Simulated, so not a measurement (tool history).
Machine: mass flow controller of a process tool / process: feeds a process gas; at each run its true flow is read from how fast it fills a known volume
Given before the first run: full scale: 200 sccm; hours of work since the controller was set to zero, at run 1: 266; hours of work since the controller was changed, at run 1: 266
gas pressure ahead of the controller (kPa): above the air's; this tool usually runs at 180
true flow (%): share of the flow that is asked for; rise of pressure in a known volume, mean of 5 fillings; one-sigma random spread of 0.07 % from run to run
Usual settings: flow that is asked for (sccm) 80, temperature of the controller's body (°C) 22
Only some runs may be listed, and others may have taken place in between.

run	hour	flow that is asked for (sccm)	gas pressure ahead of the controller (kPa)	temperature of the controller's body (°C)	hours of work since the controller was set to zero	hours of work since the controller was changed	true flow (%)
1	0	80	180	22	266	266	97.67
2	237.7	80	238	22	390	390	98.09
3	548	80	238	22	554	554	98.13
4	784.6	80	180	22	678	678	97.96
5	940	37	180	22	760	760	97.39
6	1148	37	180	22	869	869	97.51
7	1341.2	80	180	22	970	970	98.04
8	1664.1	80	180	22	1140	1140	98.11
9	1979.9	170	180	22	1306	1306	99.68
10	2225.4	170	180	22	1435	1435	99.74
11	2538.1	170	180	22	1599	1599	99.68
12	2742.1	170	176	22	1707	1707	99.64
13	3008	170	176	22	1846	1846	99.96
14	3342.9	41	180	22	2022	2022	98.32
15	3485.2	80	226	22	2097	2097	98.92
16	3826.7	80	226	22	2277	2277	98.98
# hour 3851.4: controller's zero set anew
17	3980.2	127	180	22	68	2357	99.42
18	4292.1	127	180	22	232	2521	99.58
19	4626.8	47	165	27	408	2697	99.73
20	4813.4	47	240	34	506	2795	101.09
21	5039.1	153	180	24	624	2914	100.44
22	5381.1	80	277	35	804	3093	101.31
# hour 5626.9: controller's zero set anew, once more
23	5723.5	156	186	22	51	3273	99.88
24	5873.3	156	186	22	129	3352	99.81
25	6062.1	85	187	22	229	3451	98.67
26	6377	27	219	32	394	3616	99.24
27	6646.8	189	199	34	536	3758	101.99
28	6883.9	28	203	25	661	3883	98.76
29	7215.3	107	203	35	835	4057	100.86
30	7447.4	23	180	20	957	4179	98.34
31	7633	86	198	31	1054	4276	100.17
32	7829.5	80	224	22	1158	4380	99.25
33	8126.8	80	180	22	1314	4536	99.07
34	8430.2	56	180	34	1473	4695	100.24

Forecast each of these 4 alternatives for the next run:
A	8571.8	38	227	30	1548	4770	?
B	8571.8	25	171	38	1548	4770	?
C	8571.8	80	196	33	1548	4770	?
D	8571.8	20	159	34	1548	4770	?

run	true flow (%)
A	100.08
B	100.67
C	100.54
D	100.4
The same runs, with their run-to-run variation unchanged, on a tool lacking any hidden condition would have given:
run	true flow (%)
A	97.87
B	98.08
C	98.7
D	97.53
